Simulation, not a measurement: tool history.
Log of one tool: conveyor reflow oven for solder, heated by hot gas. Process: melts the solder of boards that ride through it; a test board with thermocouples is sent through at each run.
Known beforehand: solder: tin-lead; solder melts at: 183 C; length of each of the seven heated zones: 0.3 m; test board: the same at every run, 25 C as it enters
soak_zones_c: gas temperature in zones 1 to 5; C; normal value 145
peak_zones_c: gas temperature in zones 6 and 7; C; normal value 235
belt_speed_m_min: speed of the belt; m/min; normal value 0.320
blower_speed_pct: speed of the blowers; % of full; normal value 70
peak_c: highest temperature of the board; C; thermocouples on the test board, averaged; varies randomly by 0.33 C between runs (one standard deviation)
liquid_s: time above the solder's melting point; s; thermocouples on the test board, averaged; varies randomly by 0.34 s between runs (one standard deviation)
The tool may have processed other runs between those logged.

run,hour,soak_zones_c,peak_zones_c,belt_speed_m_min,blower_speed_pct,peak_c,liquid_s
1,0.0,145,235,0.320,70,218.7,90.3
2,27.6,145,235,0.320,70,219.1,89.6
3,56.5,149,235,0.320,70,219.8,92.9
4,86.9,145,235,0.320,70,218.8,90.0
5,117.6,145,235,0.279,70,222.4,108.4
6,152.5,145,235,0.279,70,221.9,107.4
7,190.0,145,235,0.279,70,222.0,107.7
8,212.7,145,235,0.320,70,217.9,88.6
9,247.8,145,235,0.320,70,217.9,88.2
10,279.3,145,235,0.320,70,217.9,88.4
11,302.9,137,235,0.320,70,215.8,82.0
12,337.6,145,235,0.320,70,217.6,88.1
# hour 361.9: flux residue cleaned out of gas plates and filters
13,380.9,145,235,0.320,70,218.2,89.3
14,403.6,145,235,0.320,70,218.8,90.0
15,447.2,145,235,0.320,62,215.8,85.9
16,484.7,145,235,0.320,62,215.2,85.9
17,504.2,132,226,0.320,70,207.8,68.2
18,544.8,132,226,0.320,70,207.4,68.7
19,575.1,134,226,0.363,70,203.6,53.3
20,611.6,134,226,0.363,70,203.1,53.4
21,634.6,134,226,0.363,70,203.9,53.3
22,653.2,131,229,0.349,86,210.7,66.4
23,693.8,145,234,0.320,70,215.8,86.5
# hour 724.7: flux residue cleaned out of gas plates and filters
24,724.7,145,249,0.320,70,229.7,99.7
25,754.4,145,249,0.320,70,229.9,99.9
26,794.1,145,249,0.320,69,228.8,99.3
27,817.2,145,229,0.358,69,208.6,68.0
28,853.1,145,235,0.373,70,212.2,68.6
29,878.4,145,235,0.373,70,211.9,68.3
30,919.1,151,235,0.320,70,218.2,92.5
# hour 960.2: belt drive overhauled, speed set with a stopwatch
31,965.7,151,235,0.320,70,218.0,91.4
32,1011.9,151,235,0.320,70,217.3,92.0

Here are 3 independent what-if runs from the current tool condition. What would each one return?
A,1038.3,147,235,0.320,70,?,?
B,1038.3,145,239,0.320,89,?,?
C,1038.3,145,237,0.287,70,?,?

run,peak_c,liquid_s
A,216.7,87.2
B,223.4,95.2
C,220.8,103.0
Without the tool's unlogged condition, the same runs would have read:
run,peak_c,liquid_s
A,220.1,91.1
B,227.1,98.3
C,224.2,106.6

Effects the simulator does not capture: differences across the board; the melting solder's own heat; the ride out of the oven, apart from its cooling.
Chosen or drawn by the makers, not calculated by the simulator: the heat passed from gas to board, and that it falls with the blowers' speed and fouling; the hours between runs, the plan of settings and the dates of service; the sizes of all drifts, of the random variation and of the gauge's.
